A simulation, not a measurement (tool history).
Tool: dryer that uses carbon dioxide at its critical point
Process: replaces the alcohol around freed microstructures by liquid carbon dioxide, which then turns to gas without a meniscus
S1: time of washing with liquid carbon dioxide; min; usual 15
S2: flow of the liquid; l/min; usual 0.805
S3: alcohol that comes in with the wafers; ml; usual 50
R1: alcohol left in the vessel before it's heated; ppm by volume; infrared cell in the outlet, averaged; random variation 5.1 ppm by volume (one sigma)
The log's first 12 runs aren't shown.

Run 13, hour 157.1: usual settings but S2 0.586 l/min. Result: R1 542 ppm by volume.
Run 14, hour 167: usual settings but S1 10 min. Result: R1 785 ppm by volume.
Run 15, hour 176.4: usual settings. Result: R1 230 ppm by volume.
Run 16, hour 186.8: usual settings but S1 12 min, S2 0.678 l/min. Result: R1 742 ppm by volume.
Run 17, hour 205.2: usual settings but S1 12 min, S2 0.678 l/min. Result: R1 737 ppm by volume.
Run 18, hour 214.5: usual settings but S1 19 min, S2 1.161 l/min, S3 26 ml. Result: R1 128 ppm by volume.
Run 19, hour 227.6: usual settings but S2 1.058 l/min, S3 112 ml. Result: R1 187 ppm by volume.
Run 20, hour 239.6: usual settings but S2 1.058 l/min, S3 103 ml. Result: R1 189 ppm by volume.
Run 21, hour 256.2: usual settings but S1 14 min, S2 0.587 l/min, S3 29 ml. Result: R1 468 ppm by volume.
Run 22, hour 268.9: usual settings but S2 0.698 l/min, S3 107 ml. Result: R1 635 ppm by volume.
Run 23, hour 284.9: usual settings but S1 10 min, S2 0.98 l/min, S3 105 ml. Result: R1 851 ppm by volume.
Run 24, hour 297.3: usual settings but S1 13 min. Result: R1 402 ppm by volume.
Run 25, hour 314.7: usual settings but S2 0.979 l/min, S3 91 ml. Result: R1 234 ppm by volume.
Run 26, hour 328: usual settings but S1 12 min, S2 0.829 l/min, S3 43 ml. Result: R1 417 ppm by volume.
Run 27, hour 339: usual settings but S1 12 min, S2 0.829 l/min, S3 43 ml. Result: R1 425 ppm by volume.
At hour 342.8: inlet filter changed.
Run 28, hour 349.6: usual settings but S1 21 min, S2 0.787 l/min. Result: R1 183 ppm by volume.
Run 29, hour 361.3: usual settings but S1 9 min, S2 0.787 l/min, S3 39 ml. Result: R1 867 ppm by volume.
Run 30, hour 377.2: usual settings but S1 14 min, S2 0.787 l/min, S3 76 ml. Result: R1 393 ppm by volume.

Forecast each of these 5 alternatives for the next run:
Run A, hour 395.5: usual settings but S2 0.712 l/min. Result: R1 ?.
Run B, hour 395.5: usual settings but S2 1.21 l/min. Result: R1 ?.
Run C, hour 395.5: usual settings but S2 0.895 l/min. Result: R1 ?.
Run D, hour 395.5: usual settings but S2 0.748 l/min, S3 111 ml. Result: R1 ?.
Run E, hour 395.5: usual settings but S2 0.969 l/min. Result: R1 ?.

run   R1
  A  334
  B  204
  C  247
  D  447
  E  213
Without the tool's hidden state the same runs would have given:
run   R1
  A  145
  B   19
  C   64
  D  249
  E   34

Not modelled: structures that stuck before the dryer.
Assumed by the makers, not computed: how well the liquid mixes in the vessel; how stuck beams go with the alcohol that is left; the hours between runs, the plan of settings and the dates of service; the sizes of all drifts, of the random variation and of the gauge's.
